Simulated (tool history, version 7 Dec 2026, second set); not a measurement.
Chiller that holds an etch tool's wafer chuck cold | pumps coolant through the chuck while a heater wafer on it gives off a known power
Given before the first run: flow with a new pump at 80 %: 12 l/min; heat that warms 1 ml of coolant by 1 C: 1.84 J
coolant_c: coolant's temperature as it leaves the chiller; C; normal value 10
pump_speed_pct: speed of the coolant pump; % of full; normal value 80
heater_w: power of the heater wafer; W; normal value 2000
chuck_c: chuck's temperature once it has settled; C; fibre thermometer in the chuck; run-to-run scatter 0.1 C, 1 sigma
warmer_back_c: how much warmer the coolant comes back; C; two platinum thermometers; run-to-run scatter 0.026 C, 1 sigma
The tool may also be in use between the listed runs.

| run | hour | coolant_c | pump_speed_pct | heater_w | chuck_c | warmer_back_c |
|---|---|---|---|---|---|---|
| 1 | 0.0 | 10 | 80 | 2000 | 24.0 | 5.51 |
| 2 | 40.8 | 10 | 68 | 2000 | 25.2 | 6.46 |
| 3 | 81.5 | 7 | 80 | 2000 | 20.9 | 5.42 |
| 4 | 113.0 | 10 | 80 | 2000 | 23.8 | 5.43 |
| 5 | 155.1 | 10 | 80 | 2000 | 23.8 | 5.48 |
| 6 | 202.2 | 10 | 70 | 2000 | 25.2 | 6.22 |
| 7 | 242.3 | 10 | 70 | 2000 | 25.1 | 6.24 |
| 8 | 274.8 | 8 | 70 | 2000 | 23.3 | 6.18 |
| 9 | 301.6 | 8 | 70 | 2000 | 23.3 | 6.27 |
| 10 | 327.9 | 12 | 70 | 2000 | 27.3 | 6.23 |
| 11 | 378.8 | 10 | 83 | 2000 | 23.6 | 5.31 |
| 12 | 419.1 | 10 | 83 | 2000 | 23.6 | 5.29 |
| 13 | 470.5 | 10 | 72 | 2000 | 25.1 | 6.12 |
| 14 | 515.2 | 17 | 80 | 2000 | 31.1 | 5.53 |
| 15 | 564.4 | 20 | 73 | 2000 | 34.7 | 5.98 |
| 16 | 609.9 | 20 | 73 | 2000 | 35.0 | 6.03 |
| 17 | 661.1 | 20 | 73 | 2000 | 34.9 | 5.98 |
| 18 | 715.0 | 14 | 79 | 2250 | 29.9 | 6.34 |
| 19 | 748.5 | 17 | 80 | 1319 | 26.3 | 3.68 |
| 20 | 800.2 | 8 | 80 | 1319 | 17.5 | 3.65 |
| 21 | 824.6 | 8 | 80 | 1319 | 17.5 | 3.60 |
| 22 | 876.6 | 8 | 80 | 1319 | 17.4 | 3.67 |
| 23 | 921.5 | 10 | 84 | 2590 | 27.6 | 6.81 |

Each row is a separate what-if for the run after 23, all from the same tool condition, not one after another. Results?
| A | 948.3 | 10 | 84 | 1766 | ? | ? |
| B | 948.3 | 10 | 79 | 2590 | ? | ? |
| C | 948.3 | 10 | 81 | 2194 | ? | ? |

| run | chuck_c | warmer_back_c |
|---|---|---|
| A | 22.2 | 4.63 |
| B | 28.4 | 7.23 |
| C | 25.5 | 5.97 |
With the hidden condition removed and each run's random variation left untouched, the same runs would have given:
| run | chuck_c | warmer_back_c |
|---|---|---|
| A | 20.9 | 4.57 |
| B | 26.7 | 7.13 |
| C | 24.0 | 5.89 |
